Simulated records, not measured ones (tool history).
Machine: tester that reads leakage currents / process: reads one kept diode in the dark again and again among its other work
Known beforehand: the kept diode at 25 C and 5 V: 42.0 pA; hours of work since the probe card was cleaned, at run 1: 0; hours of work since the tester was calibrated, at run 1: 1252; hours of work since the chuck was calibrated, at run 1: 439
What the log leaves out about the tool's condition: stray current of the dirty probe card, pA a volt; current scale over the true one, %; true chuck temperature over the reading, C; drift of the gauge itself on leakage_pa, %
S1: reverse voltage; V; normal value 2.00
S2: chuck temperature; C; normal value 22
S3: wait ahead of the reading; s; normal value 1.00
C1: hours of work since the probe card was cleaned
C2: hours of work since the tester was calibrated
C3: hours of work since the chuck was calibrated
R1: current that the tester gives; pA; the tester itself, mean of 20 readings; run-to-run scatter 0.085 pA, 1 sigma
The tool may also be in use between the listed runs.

| run | hour | S1 | S2 | S3 | C1 | C2 | C3 | R1 |
|---|---|---|---|---|---|---|---|---|
| 1 | 0.0 | 2.00 | 22 | 1.00 | 0 | 1252 | 439 | 22.13 |
| 2 | 118.3 | 2.00 | 22 | 1.00 | 72 | 1324 | 510 | 22.03 |
| 3 | 236.5 | 2.00 | 22 | 1.00 | 143 | 1396 | 582 | 21.88 |
| 4 | 340.0 | 2.57 | 22 | 1.00 | 206 | 1458 | 644 | 24.19 |
| 5 | 420.2 | 1.75 | 22 | 1.00 | 254 | 1507 | 693 | 20.66 |
| 6 | 549.0 | 1.75 | 22 | 1.00 | 332 | 1585 | 771 | 20.64 |
| 7 | 650.3 | 2.00 | 22 | 1.00 | 394 | 1646 | 832 | 21.79 |
| 8 | 721.8 | 1.86 | 22 | 1.00 | 437 | 1689 | 876 | 21.13 |
| 9 | 820.2 | 10.37 | 22 | 1.00 | 497 | 1749 | 935 | 43.08 |
| 10 | 940.4 | 10.37 | 22 | 1.00 | 569 | 1822 | 1008 | 43.11 |
| 11 | 1011.3 | 10.37 | 20 | 1.00 | 612 | 1865 | 1051 | 36.53 |
| 12 | 1067.0 | 2.00 | 22 | 1.00 | 646 | 1898 | 1085 | 21.41 |
| 13 | 1160.1 | 2.00 | 22 | 1.00 | 703 | 1955 | 1141 | 21.47 |
| 14 | 1280.9 | 1.01 | 20 | 1.00 | 776 | 2028 | 1214 | 13.47 |
| 15 | 1386.4 | 1.01 | 20 | 1.00 | 840 | 2092 | 1278 | 13.36 |
| 16 | 1473.2 | 1.01 | 20 | 1.00 | 892 | 2144 | 1331 | 13.48 |
| 17 | 1586.4 | 1.01 | 20 | 1.00 | 961 | 2213 | 1399 | 13.40 |
| 18 | 1655.8 | 1.16 | 29 | 4.47 | 1003 | 2255 | 1441 | 32.64 |
| 19 | 1762.3 | 12.39 | 21 | 1.00 | 1067 | 2319 | 1506 | 45.04 |
| 20 | 1831.8 | 12.39 | 21 | 1.00 | 1109 | 2362 | 1548 | 45.14 |
| 21 | 1949.7 | 12.39 | 21 | 1.00 | 1181 | 2433 | 1619 | 45.88 |
| 22 | 2064.5 | 6.78 | 21 | 3.27 | 1250 | 2503 | 1689 | 32.54 |
| 23 | 2180.7 | 4.69 | 29 | 6.15 | 1321 | 2573 | 1759 | 55.00 |
| 24 | 2252.1 | 4.69 | 29 | 6.15 | 1364 | 2616 | 1802 | 54.95 |
| 25 | 2360.3 | 4.69 | 29 | 6.15 | 1429 | 2682 | 1868 | 54.67 |
| 26 | 2453.9 | 4.57 | 21 | 1.44 | 1486 | 2738 | 1925 | 27.63 |

Alternative continuations, all from the tool just after run 26; predict every row:
|  | 2506.2 | chuck's temperature calibrated |
| A | 2567.0 | 8.89 | 22 | 1.00 | 1553 | 2806 | 37 | ? |
|  | 2506.2 | chuck's temperature calibrated |
| B | 2567.0 | 1.98 | 55 | 5.81 | 1553 | 2806 | 37 | ? |
|  | 2506.2 | chuck's temperature calibrated |
| C | 2567.0 | 4.58 | 21 | 5.14 | 1553 | 2806 | 37 | ? |
|  | 2506.2 | chuck's temperature calibrated |
| D | 2567.0 | 2.35 | 22 | 0.39 | 1553 | 2806 | 37 | ? |

| run | R1 |
|---|---|
| A | 50.60 |
| B | 445.77 |
| C | 32.88 |
| D | 28.08 |
What these runs would have given with no unlogged condition in the tool:
| run | R1 |
|---|---|
| A | 40.54 |
| B | 435.65 |
| C | 27.63 |
| D | 25.18 |
